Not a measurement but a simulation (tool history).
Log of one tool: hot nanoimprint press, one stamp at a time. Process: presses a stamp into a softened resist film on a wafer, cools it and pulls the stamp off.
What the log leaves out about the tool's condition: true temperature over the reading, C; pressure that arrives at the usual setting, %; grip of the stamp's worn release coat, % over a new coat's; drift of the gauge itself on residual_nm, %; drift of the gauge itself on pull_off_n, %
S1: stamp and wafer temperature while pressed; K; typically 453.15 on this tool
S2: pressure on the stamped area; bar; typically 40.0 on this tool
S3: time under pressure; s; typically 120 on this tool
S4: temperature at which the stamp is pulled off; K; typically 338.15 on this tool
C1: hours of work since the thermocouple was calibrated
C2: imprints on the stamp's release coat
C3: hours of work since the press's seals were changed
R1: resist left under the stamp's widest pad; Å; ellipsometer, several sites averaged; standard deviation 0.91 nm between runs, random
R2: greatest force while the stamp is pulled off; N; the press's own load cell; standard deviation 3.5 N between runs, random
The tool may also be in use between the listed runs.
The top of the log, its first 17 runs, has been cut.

| run | day | S1 | S2 | S3 | S4 | C1 | C2 | C3 | R1 | R2 |
|---|---|---|---|---|---|---|---|---|---|---|
| 18 | 20.121 | 443.15 | 40.0 | 97 | 346.15 | 215 | 757 | 480 | 2217 | 162 |
| 19 | 20.867 | 443.15 | 40.0 | 97 | 346.15 | 223 | 785 | 488 | 2209 | 166 |
| 20 | 22.146 | 462.15 | 40.0 | 120 | 338.15 | 237 | 833 | 502 | 1266 | 207 |
| 21 | 23.379 | 462.15 | 40.0 | 120 | 338.15 | 250 | 879 | 515 | 1265 | 202 |
| 22 | 24.458 | 453.15 | 29.4 | 120 | 338.15 | 262 | 920 | 526 | 1885 | 207 |
| 23 | 25.129 | 461.15 | 40.0 | 120 | 341.15 | 269 | 945 | 534 | 1309 | 194 |
| 24 | 26.438 | 461.15 | 40.0 | 120 | 341.15 | 283 | 994 | 548 | 1328 | 189 |
| 25 | 27.683 | 453.15 | 56.8 | 103 | 327.15 | 296 | 1041 | 561 | 1463 | 261 |
|  | 28.833 | plate thermocouple calibrated |
| 26 | 28.871 | 453.15 | 56.8 | 103 | 327.15 | 0 | 1081 | 572 | 1412 | 252 |
| 27 | 30.221 | 453.15 | 56.8 | 103 | 327.15 | 15 | 1132 | 587 | 1384 | 256 |
| 28 | 31.121 | 453.15 | 40.0 | 74 | 338.15 | 24 | 1165 | 596 | 1833 | 205 |
| 29 | 31.738 | 453.15 | 43.7 | 134 | 343.15 | 31 | 1189 | 603 | 1477 | 189 |
| 30 | 32.708 | 453.15 | 62.8 | 83 | 343.15 | 42 | 1225 | 613 | 1454 | 195 |

Predict each of these 3 candidate next runs independently; none follows another, all start after run 30:
| A | 33.692 | 455.15 | 40.0 | 120 | 338.15 | 52 | 1262 | 624 | ? | ? |
| B | 33.692 | 453.15 | 40.0 | 120 | 333.15 | 52 | 1262 | 624 | ? | ? |
| C | 33.692 | 458.15 | 57.8 | 80 | 338.15 | 52 | 1262 | 624 | ? | ? |

| run | R1 | R2 |
|---|---|---|
| A | 1499 | 214 |
| B | 1608 | 238 |
| C | 1331 | 211 |
Take away the tool's hidden state, keep each run's random variation, and the runs would have read:
| run | R1 | R2 |
|---|---|---|
| A | 1462 | 171 |
| B | 1570 | 190 |
| C | 1289 | 169 |
